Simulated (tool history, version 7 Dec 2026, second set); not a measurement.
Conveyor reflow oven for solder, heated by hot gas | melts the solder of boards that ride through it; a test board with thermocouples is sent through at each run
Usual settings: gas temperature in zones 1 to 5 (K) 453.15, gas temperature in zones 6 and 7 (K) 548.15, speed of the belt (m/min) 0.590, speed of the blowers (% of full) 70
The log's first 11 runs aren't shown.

run	hour	gas temperature in zones 1 to 5 (K)	gas temperature in zones 6 and 7 (K)	speed of the belt (m/min)	speed of the blowers (% of full)	highest temperature of the board (K)	time above the solder's melting point (s)
12	423.8	453.15	548.15	0.590	70	534.05	69.9
13	451.0	453.15	548.15	0.590	70	533.75	70.0
14	479.5	453.15	548.15	0.590	70	533.85	70.2
15	516.5	453.15	548.15	0.590	70	533.35	69.9
16	558.5	450.15	548.15	0.590	54	528.05	64.2
17	606.4	450.15	548.15	0.590	54	527.95	64.0
18	630.9	450.15	548.15	0.590	54	527.85	63.9
19	672.2	453.15	559.15	0.617	89	545.45	72.9
# hour 679.2: belt drive overhauled, speed set with a stopwatch
20	726.0	453.15	559.15	0.617	89	545.45	73.5
21	772.9	467.15	552.15	0.618	70	537.35	75.3
# hour 810.4: belt drive overhauled, speed set with a stopwatch, once more
22	816.2	467.15	552.15	0.614	70	536.35	73.2
# hour 834.9: flux residue cleaned out of gas plates and filters
23	853.1	467.15	552.15	0.693	54	529.25	59.8
24	902.3	453.15	548.15	0.474	70	538.85	90.4
25	928.6	453.15	537.15	0.590	70	523.75	62.4
26	973.4	453.15	537.15	0.590	70	523.45	62.3
27	1005.7	453.15	552.15	0.657	50	525.65	54.8
28	1045.2	453.15	552.15	0.657	50	525.35	54.5
29	1086.8	439.15	552.15	0.539	53	531.55	68.2
30	1127.6	459.15	559.15	0.622	78	543.35	72.5

Forecast each of these 3 alternatives for the next run:
A	1172.2	447.15	557.15	0.533	78	?	?
B	1172.2	459.15	559.15	0.592	78	?	?
C	1172.2	453.15	548.15	0.602	70	?	?

run	highest temperature of the board (K)	time above the solder's melting point (s)
A	544.35	80.9
B	544.65	76.9
C	531.75	66.4
Without the tool's hidden state the same runs would have given:
run	highest temperature of the board (K)	time above the solder's melting point (s)
A	546.05	81.4
B	546.35	77.1
C	533.45	67.2
